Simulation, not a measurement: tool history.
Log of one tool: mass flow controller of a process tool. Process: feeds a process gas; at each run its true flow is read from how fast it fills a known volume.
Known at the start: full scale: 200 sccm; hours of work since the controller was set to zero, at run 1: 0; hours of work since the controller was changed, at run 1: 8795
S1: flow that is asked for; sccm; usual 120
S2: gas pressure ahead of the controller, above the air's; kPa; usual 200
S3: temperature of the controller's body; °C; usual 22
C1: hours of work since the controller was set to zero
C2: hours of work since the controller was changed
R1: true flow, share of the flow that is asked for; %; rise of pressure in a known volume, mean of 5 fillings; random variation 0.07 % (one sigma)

{"run": 1, "hour": 0.0, "S1": 120, "S2": 200, "S3": 22, "C1": 0, "C2": 8795, "R1": 98.32}
{"run": 2, "hour": 253.1, "S1": 120, "S2": 200, "S3": 22, "C1": 162, "C2": 8957, "R1": 98.21}
{"run": 3, "hour": 455.5, "S1": 120, "S2": 200, "S3": 22, "C1": 292, "C2": 9087, "R1": 98.29}
{"run": 4, "hour": 615.5, "S1": 120, "S2": 226, "S3": 22, "C1": 395, "C2": 9190, "R1": 98.06}
{"run": 5, "hour": 843.5, "S1": 120, "S2": 200, "S3": 21, "C1": 541, "C2": 9336, "R1": 98.13}
{"run": 6, "hour": 1161.2, "S1": 120, "S2": 200, "S3": 28, "C1": 745, "C2": 9540, "R1": 98.74}
{"run": 7, "hour": 1505.2, "S1": 50, "S2": 200, "S3": 28, "C1": 966, "C2": 9761, "R1": 98.64}
{"run": 8, "hour": 1781.7, "S1": 120, "S2": 200, "S3": 22, "C1": 1144, "C2": 9938, "R1": 98.26}
{"run": 9, "hour": 2080.7, "S1": 120, "S2": 185, "S3": 22, "C1": 1336, "C2": 10130, "R1": 98.47}
{"run": 10, "hour": 2254.2, "S1": 172, "S2": 200, "S3": 22, "C1": 1447, "C2": 10242, "R1": 98.6}
{"run": 11, "hour": 2552.8, "S1": 120, "S2": 200, "S3": 22, "C1": 1638, "C2": 10433, "R1": 98.4}
{"run": 12, "hour": 2826.9, "S1": 120, "S2": 200, "S3": 22, "C1": 1814, "C2": 10609, "R1": 98.56}
{"run": 13, "hour": 3117.5, "S1": 120, "S2": 200, "S3": 22, "C1": 2001, "C2": 10796, "R1": 98.5}
{"run": 14, "hour": 3278.9, "S1": 40, "S2": 200, "S3": 22, "C1": 2105, "C2": 10899, "R1": 99.21}
{"run": 15, "hour": 3513.3, "S1": 40, "S2": 200, "S3": 22, "C1": 2255, "C2": 11050, "R1": 99.25}
{"run": 16, "hour": 3852.9, "S1": 120, "S2": 163, "S3": 22, "C1": 2473, "C2": 11268, "R1": 98.74}
{"run": 17, "hour": 4049.0, "S1": 120, "S2": 163, "S3": 22, "C1": 2599, "C2": 11394, "R1": 98.81}
{"run": 18, "hour": 4268.7, "S1": 120, "S2": 163, "S3": 22, "C1": 2740, "C2": 11535, "R1": 98.82}
{"run": 19, "hour": 4457.0, "S1": 120, "S2": 212, "S3": 22, "C1": 2861, "C2": 11656, "R1": 98.39}
{"run": 20, "hour": 4749.9, "S1": 120, "S2": 200, "S3": 22, "C1": 3049, "C2": 11844, "R1": 98.62}
{"run": 21, "hour": 5035.7, "S1": 120, "S2": 200, "S3": 22, "C1": 3232, "C2": 12027, "R1": 98.63}
{"run": 22, "hour": 5208.6, "S1": 120, "S2": 200, "S3": 22, "C1": 3343, "C2": 12138, "R1": 98.69}
{"run": 23, "hour": 5505.8, "S1": 30, "S2": 200, "S3": 22, "C1": 3534, "C2": 12329, "R1": 101.09}
{"run": 24, "hour": 5745.6, "S1": 30, "S2": 200, "S3": 22, "C1": 3688, "C2": 12483, "R1": 101.28}
{"run": 25, "hour": 6022.0, "S1": 21, "S2": 161, "S3": 33, "C1": 3865, "C2": 12660, "R1": 104.09}
{"run": 26, "hour": 6264.0, "S1": 21, "S2": 161, "S3": 33, "C1": 4021, "C2": 12815, "R1": 104.5}
{"run": 27, "hour": 6439.5, "S1": 21, "S2": 161, "S3": 33, "C1": 4133, "C2": 12928, "R1": 104.54}
{"run": 28, "hour": 6730.8, "S1": 21, "S2": 161, "S3": 33, "C1": 4320, "C2": 13115, "R1": 104.9}
{"run": 29, "hour": 7074.3, "S1": 120, "S2": 242, "S3": 28, "C1": 4541, "C2": 13336, "R1": 98.77}
{"run": 30, "hour": 7291.5, "S1": 120, "S2": 267, "S3": 35, "C1": 4680, "C2": 13475, "R1": 99.22}
{"run": 31, "hour": 7439.8, "S1": 183, "S2": 200, "S3": 22, "C1": 4775, "C2": 13570, "R1": 98.66}
{"run": 32, "hour": 7589.1, "S1": 161, "S2": 163, "S3": 27, "C1": 4871, "C2": 13666, "R1": 99.25}
{"run": 33, "hour": 7882.8, "S1": 21, "S2": 241, "S3": 27, "C1": 5060, "C2": 13854, "R1": 104.96}
{"run": 34, "hour": 8136.1, "S1": 21, "S2": 241, "S3": 32, "C1": 5222, "C2": 14017, "R1": 105.52}
{"run": 35, "hour": 8324.1, "S1": 192, "S2": 197, "S3": 34, "C1": 5343, "C2": 14138, "R1": 99.67}
{"run": 36, "hour": 8508.9, "S1": 192, "S2": 197, "S3": 34, "C1": 5461, "C2": 14256, "R1": 99.54}
{"hour": 8552.8, "done": "controller exchanged for a calibrated one"}
{"run": 37, "hour": 8745.9, "S1": 120, "S2": 215, "S3": 22, "C1": 124, "C2": 124, "R1": 99.37}
{"run": 38, "hour": 8985.8, "S1": 120, "S2": 215, "S3": 22, "C1": 278, "C2": 278, "R1": 99.29}
{"run": 39, "hour": 9250.5, "S1": 120, "S2": 215, "S3": 22, "C1": 448, "C2": 448, "R1": 99.5}
{"run": 40, "hour": 9508.5, "S1": 120, "S2": 215, "S3": 22, "C1": 613, "C2": 613, "R1": 99.44}
{"run": 41, "hour": 9722.6, "S1": 27, "S2": 215, "S3": 22, "C1": 751, "C2": 751, "R1": 99.88}
{"run": 42, "hour": 9966.6, "S1": 31, "S2": 166, "S3": 33, "C1": 907, "C2": 907, "R1": 100.83}

4 ways to go on from here, each from the tool as it stands after run 42. What would each give?
{"run": "A", "hour": 10312.5, "S1": 31, "S2": 194, "S3": 33, "C1": 1129, "C2": 1129, "R1": "?"}
{"run": "B", "hour": 10312.5, "S1": 131, "S2": 183, "S3": 25, "C1": 1129, "C2": 1129, "R1": "?"}
{"run": "C", "hour": 10312.5, "S1": 132, "S2": 200, "S3": 34, "C1": 1129, "C2": 1129, "R1": "?"}
{"run": "D", "hour": 10312.5, "S1": 30, "S2": 214, "S3": 22, "C1": 1129, "C2": 1129, "R1": "?"}

run=A R1=100.9
run=B R1=99.91
run=C R1=100.35
run=D R1=100.05
Without the tool's hidden state the same runs would have given:
run=A R1=99.68
run=B R1=99.77
run=C R1=100.21
run=D R1=98.78

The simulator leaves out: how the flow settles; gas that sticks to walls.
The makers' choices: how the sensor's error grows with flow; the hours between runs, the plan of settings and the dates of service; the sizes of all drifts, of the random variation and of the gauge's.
